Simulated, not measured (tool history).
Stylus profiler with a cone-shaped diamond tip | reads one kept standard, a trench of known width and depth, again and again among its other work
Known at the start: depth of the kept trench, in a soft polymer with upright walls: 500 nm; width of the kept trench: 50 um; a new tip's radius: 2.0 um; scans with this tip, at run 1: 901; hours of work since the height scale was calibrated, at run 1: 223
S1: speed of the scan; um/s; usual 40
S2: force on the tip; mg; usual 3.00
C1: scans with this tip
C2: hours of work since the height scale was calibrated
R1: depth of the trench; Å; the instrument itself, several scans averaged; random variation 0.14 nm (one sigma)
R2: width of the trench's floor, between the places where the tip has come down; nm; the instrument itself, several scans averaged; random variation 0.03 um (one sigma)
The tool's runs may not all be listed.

run	day	S1	S2	C1	C2	R1	R2
1	0.000	40	3.00	901	223	5029.0	47070
2	0.362	40	3.00	917	227	5029.3	47020
3	0.725	40	3.00	932	231	5028.2	47040
4	1.179	40	3.00	951	235	5026.4	47040
5	1.583	40	3.00	968	240	5029.9	47020
6	1.962	40	3.00	984	244	5028.2	46990
7	2.421	40	3.00	1004	248	5025.5	47000
8	2.992	40	3.00	1028	254	5027.5	47070
9	3.371	40	3.00	1044	258	5026.4	47020
10	4.125	40	3.00	1076	266	5026.1	46990
11	4.771	40	3.00	1103	273	5026.7	46930
12	5.258	29	3.00	1124	278	5029.4	47010
13	5.858	40	3.00	1149	284	5026.4	47010
14	6.621	40	3.00	1181	292	5026.7	46940
15	7.183	40	3.00	1205	298	5024.9	46940
16	7.854	40	3.00	1234	305	5023.8	46910
17	8.221	27	3.00	1249	309	5027.3	46980
18	8.962	27	3.00	1280	317	5025.6	47020
19	9.350	27	3.00	1297	321	5027.7	46980
20	9.975	25	3.00	1323	327	5026.9	46890
21	10.304	25	3.00	1337	331	5027.1	46950
22	11.042	25	3.00	1368	339	5023.6	46950
23	11.504	25	3.00	1388	343	5026.6	46910
24	11.971	11	6.43	1408	348	5048.9	46980
25	12.283	23	8.54	1421	352	5060.1	47040
26	12.671	23	3.00	1437	356	5025.7	46950
27	13.000	56	6.72	1451	359	5050.8	46910

Forecast run 28:
28	13.762	56	6.72	1484	367	?	?

{"run 28": {"R1": 5050.0, "R2": 46850}}
Without the tool's hidden state the same run would have given R1 5058.1 Å, R2 47240 nm.
